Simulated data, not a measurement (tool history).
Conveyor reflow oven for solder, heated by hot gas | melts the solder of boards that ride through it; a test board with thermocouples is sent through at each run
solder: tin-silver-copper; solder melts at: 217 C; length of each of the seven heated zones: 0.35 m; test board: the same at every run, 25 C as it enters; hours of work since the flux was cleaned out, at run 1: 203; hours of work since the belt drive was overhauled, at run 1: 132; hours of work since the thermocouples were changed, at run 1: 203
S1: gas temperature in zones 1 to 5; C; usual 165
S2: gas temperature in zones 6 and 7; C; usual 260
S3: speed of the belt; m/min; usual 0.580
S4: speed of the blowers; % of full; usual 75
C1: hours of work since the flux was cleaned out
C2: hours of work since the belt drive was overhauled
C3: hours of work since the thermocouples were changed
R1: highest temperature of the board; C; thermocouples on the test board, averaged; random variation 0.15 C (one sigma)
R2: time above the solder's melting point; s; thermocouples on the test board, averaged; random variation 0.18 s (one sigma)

| run | day | S1 | S2 | S3 | S4 | C1 | C2 | C3 | R1 | R2 |
|---|---|---|---|---|---|---|---|---|---|---|
| 1 | 0.000 | 165 | 260 | 0.580 | 75 | 203 | 132 | 203 | 239.3 | 38.9 |
| 2 | 1.346 | 165 | 260 | 0.580 | 75 | 225 | 154 | 225 | 239.1 | 38.6 |
|  | 2.279 | flux residue cleaned out of gas plates and filters |
| 3 | 2.654 | 165 | 260 | 0.580 | 75 | 6 | 171 | 243 | 236.9 | 35.9 |
| 4 | 3.742 | 165 | 260 | 0.580 | 75 | 23 | 189 | 260 | 236.9 | 35.5 |
| 5 | 5.075 | 165 | 260 | 0.580 | 75 | 45 | 210 | 281 | 237.1 | 35.3 |
| 6 | 5.746 | 165 | 260 | 0.580 | 75 | 56 | 221 | 292 | 236.5 | 35.6 |
| 7 | 6.871 | 167 | 260 | 0.580 | 75 | 74 | 239 | 310 | 237.1 | 35.8 |
| 8 | 8.188 | 167 | 260 | 0.580 | 75 | 95 | 260 | 331 | 236.6 | 35.9 |
| 9 | 9.800 | 165 | 260 | 0.580 | 75 | 121 | 286 | 357 | 236.1 | 34.5 |
|  | 11.092 | flux residue cleaned out of gas plates and filters, once more |
| 10 | 11.400 | 165 | 260 | 0.580 | 75 | 5 | 308 | 380 | 241.9 | 42.6 |
| 11 | 12.688 | 165 | 260 | 0.580 | 52 | 26 | 329 | 400 | 231.6 | 27.8 |
| 12 | 14.238 | 165 | 260 | 0.580 | 52 | 51 | 354 | 425 | 231.8 | 27.4 |
| 13 | 15.550 | 165 | 260 | 0.580 | 52 | 72 | 375 | 446 | 231.2 | 27.2 |
| 14 | 16.742 | 165 | 260 | 0.580 | 52 | 91 | 394 | 465 | 231.3 | 27.0 |
| 15 | 18.338 | 165 | 260 | 0.580 | 75 | 116 | 420 | 491 | 241.2 | 41.3 |
| 16 | 19.088 | 165 | 258 | 0.580 | 75 | 128 | 432 | 503 | 239.4 | 39.9 |
| 17 | 20.583 | 165 | 258 | 0.580 | 75 | 152 | 456 | 527 | 239.4 | 39.7 |
| 18 | 21.667 | 165 | 258 | 0.580 | 75 | 170 | 473 | 544 | 239.2 | 39.1 |
| 19 | 22.992 | 167 | 253 | 0.599 | 59 | 191 | 494 | 566 | 228.1 | 22.5 |
| 20 | 24.012 | 175 | 260 | 0.650 | 67 | 207 | 511 | 582 | 235.5 | 31.9 |
| 21 | 24.775 | 163 | 250 | 0.580 | 75 | 220 | 523 | 594 | 232.0 | 30.1 |
|  | 26.029 | flux residue cleaned out of gas plates and filters |
| 22 | 26.400 | 165 | 251 | 0.580 | 75 | 6 | 546 | 617 | 235.5 | 35.9 |
| 23 | 27.888 | 164 | 251 | 0.507 | 57 | 30 | 570 | 641 | 233.1 | 36.2 |
| 24 | 29.471 | 164 | 251 | 0.507 | 57 | 55 | 595 | 666 | 232.7 | 36.3 |
| 25 | 31.050 | 164 | 251 | 0.507 | 57 | 81 | 620 | 692 | 232.9 | 35.8 |
| 26 | 32.700 | 164 | 251 | 0.507 | 57 | 107 | 647 | 718 | 232.5 | 36.0 |
|  | 33.346 | thermocouples of zones 6 and 7 changed |
| 27 | 34.279 | 170 | 260 | 0.532 | 75 | 131 | 671 | 15 | 244.0 | 50.9 |
| 28 | 35.121 | 165 | 260 | 0.580 | 63 | 145 | 684 | 29 | 235.4 | 34.0 |
| 29 | 35.788 | 165 | 259 | 0.633 | 75 | 155 | 695 | 39 | 235.9 | 31.9 |
| 30 | 36.842 | 165 | 265 | 0.597 | 75 | 172 | 712 | 56 | 242.4 | 41.5 |
| 31 | 38.104 | 179 | 260 | 0.667 | 71 | 193 | 732 | 76 | 236.2 | 33.6 |

Some steps in R1 between neighbouring runs. How much of each would the tool show without its hidden state too (settings, what came in, random variation), and how much is left for the hidden state, with any gauge scatter that isn't in both results?
The hidden state here: heat that the gas passes to the board, % of a clean oven's; belt's true speed, % of the reading; true gas temperature in zones 6 and 7 over the reading, C; drift of the gauge itself on peak_c, C; drift of the gauge itself on liquid_s, %.
Run 9 -> 10: flux residue cleaned out of gas plates and filters, once more. R1 +5.8 C: hidden state +6.1, all else -0.3.
Run 10 -> 11: S4 75 -> 52. R1 -10.3 C: hidden state -0.2, all else -10.1.
Run 18 -> 19: S1 165 -> 167, S2 258 -> 253, S3 0.580 -> 0.599, S4 75 -> 59. R1 -11.1 C: hidden state -0.1, all else -11.0.
Run 21 -> 22: S1 163 -> 165, S2 250 -> 251, flux residue cleaned out of gas plates and filters. R1 +3.5 C: hidden state +2.3, all else +1.2.
Run 26 -> 27: S1 164 -> 170, S2 251 -> 260, S3 0.507 -> 0.532, S4 57 -> 75, thermocouples of zones 6 and 7 changed. R1 +11.5 C: hidden state -2.2, all else +13.7.
